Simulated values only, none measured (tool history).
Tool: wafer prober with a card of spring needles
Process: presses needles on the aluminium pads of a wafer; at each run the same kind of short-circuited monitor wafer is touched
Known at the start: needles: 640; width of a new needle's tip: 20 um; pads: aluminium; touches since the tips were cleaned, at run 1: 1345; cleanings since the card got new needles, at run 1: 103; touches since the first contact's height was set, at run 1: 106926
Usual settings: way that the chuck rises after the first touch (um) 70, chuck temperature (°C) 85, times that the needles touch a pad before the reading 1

run,hour,way that the chuck rises after the first touch (um),chuck temperature (°C),times that the needles touch a pad before the reading,touches since the tips were cleaned,cleanings since the card got new needles,touches since the first contact's height was set,resistance of one needle with its contact and lead (mohm),way that a needle slides on the pad (um)
1,0,70,85,1,1345,103,106926,167,12.89
# hour 4: tips cleaned on abrasive film
# hour 14.9: tips cleaned on abrasive film
2,14.9,70,57,1,0,105,109418,161,12.76
# hour 26.6: tips cleaned on abrasive film
3,31.9,70,57,1,894,106,112267,160,12.78
# hour 39.4: tips cleaned on abrasive film
# hour 50.1: tips cleaned on abrasive film
4,50.4,70,59,1,55,108,115377,159,12.84
# hour 61.1: tips cleaned on abrasive film
5,71.5,70,72,1,1745,109,118916,161,13
# hour 73.3: tips cleaned on abrasive film
# hour 84.2: height of the first contact set anew
# hour 86.4: tips cleaned on abrasive film
# hour 98.2: tips cleaned on abrasive film
6,103.5,70,32,1,895,112,3229,158,12.92
# hour 111.3: tips cleaned on abrasive film
# hour 122.4: tips cleaned on abrasive film
7,123.3,64,42,1,153,114,6547,157,11.9
# hour 134.1: tips cleaned on abrasive film
# hour 146.9: tips cleaned on abrasive film
8,154.8,64,42,1,1343,116,11845,161,11.73
# hour 160.1: tips cleaned on abrasive film
# hour 171.1: tips cleaned on abrasive film
9,179,60,79,1,1336,118,15893,167,10.98

The next listed run, before its measurement:
# hour 184.4: tips cleaned on abrasive film
# hour 196.7: tips cleaned on abrasive film
10,204.7,60,79,1,1362,120,20223,?,?

resistance of one needle with its contact and lead (mohm): 167
way that a needle slides on the pad (um): 11.15
Without the tool's hidden state the same run would have given resistance of one needle with its contact and lead (mohm) 167, way that a needle slides on the pad (um) 11.15.
